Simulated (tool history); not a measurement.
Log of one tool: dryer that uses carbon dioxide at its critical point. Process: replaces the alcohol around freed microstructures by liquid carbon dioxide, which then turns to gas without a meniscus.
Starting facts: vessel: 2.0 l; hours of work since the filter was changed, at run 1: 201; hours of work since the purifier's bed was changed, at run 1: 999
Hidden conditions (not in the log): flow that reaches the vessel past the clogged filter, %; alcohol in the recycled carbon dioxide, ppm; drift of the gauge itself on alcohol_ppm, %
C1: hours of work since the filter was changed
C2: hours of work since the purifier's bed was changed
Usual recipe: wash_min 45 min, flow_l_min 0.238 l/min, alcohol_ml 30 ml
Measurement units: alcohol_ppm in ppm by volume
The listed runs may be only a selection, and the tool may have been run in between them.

Run 1, hour 0: usual settings; C1 201; C2 999. Result: alcohol_ppm 375 ppm by volume.
Run 2, hour 65.5: usual settings; C1 248; C2 1046. Result: alcohol_ppm 385 ppm by volume.
Run 3, hour 106.9: usual settings but flow_l_min 0.212 l/min; C1 278; C2 1076. Result: alcohol_ppm 588 ppm by volume.
Run 4, hour 170.7: usual settings but flow_l_min 0.212 l/min; C1 324; C2 1122. Result: alcohol_ppm 609 ppm by volume.
Run 5, hour 221.7: usual settings but flow_l_min 0.212 l/min; C1 360; C2 1158. Result: alcohol_ppm 634 ppm by volume.
Run 6, hour 256.2: usual settings but flow_l_min 0.212 l/min; C1 385; C2 1183. Result: alcohol_ppm 646 ppm by volume.
Run 7, hour 314.1: usual settings but flow_l_min 0.212 l/min; C1 427; C2 1225. Result: alcohol_ppm 671 ppm by volume.
Run 8, hour 347: usual settings but flow_l_min 0.212 l/min; C1 451; C2 1249. Result: alcohol_ppm 706 ppm by volume.
Run 9, hour 387.1: usual settings but alcohol_ml 29 ml; C1 480; C2 1278. Result: alcohol_ppm 482 ppm by volume.
Run 10, hour 418.6: usual settings but alcohol_ml 29 ml; C1 502; C2 1300. Result: alcohol_ppm 501 ppm by volume.
Run 11, hour 477: usual settings but wash_min 38 min, flow_l_min 0.368 l/min; C1 544; C2 1342. Result: alcohol_ppm 244 ppm by volume.
At hour 489.8: inlet filter changed.
Run 12, hour 525.5: usual settings but wash_min 62 min, flow_l_min 0.215 l/min, alcohol_ml 73 ml; C1 26; C2 1377. Result: alcohol_ppm 349 ppm by volume.
Run 13, hour 557.6: usual settings but flow_l_min 0.36 l/min, alcohol_ml 80 ml; C1 49; C2 1400. Result: alcohol_ppm 209 ppm by volume.
Run 14, hour 591.9: usual settings but alcohol_ml 97 ml; C1 74; C2 1425. Result: alcohol_ppm 950 ppm by volume.
Run 15, hour 645.4: usual settings but wash_min 68 min, alcohol_ml 69 ml; C1 112; C2 1463. Result: alcohol_ppm 206 ppm by volume.
At hour 669.2: purifier's bed changed.
Run 16, hour 713.8: usual settings but wash_min 56 min, flow_l_min 0.169 l/min, alcohol_ml 87 ml; C1 159; C2 32. Result: alcohol_ppm 1376 ppm by volume.
Run 17, hour 779.9: usual settings but alcohol_ml 58 ml; C1 207; C2 80. Result: alcohol_ppm 573 ppm by volume.
Run 18, hour 826.4: usual settings but alcohol_ml 58 ml; C1 241; C2 113. Result: alcohol_ppm 587 ppm by volume.

Had the tool no unlogged condition, and each run kept its random variation, what would the results have been?
run  alcohol_ppm
  1          232
  2          227
  3          375
  4          371
  5          375
  6          365
  7          366
  8          380
  9          213
 10          218
 11           55
 12          210
 13           74
 14          734
 15           60
 16         1147
 17          437
 18          430
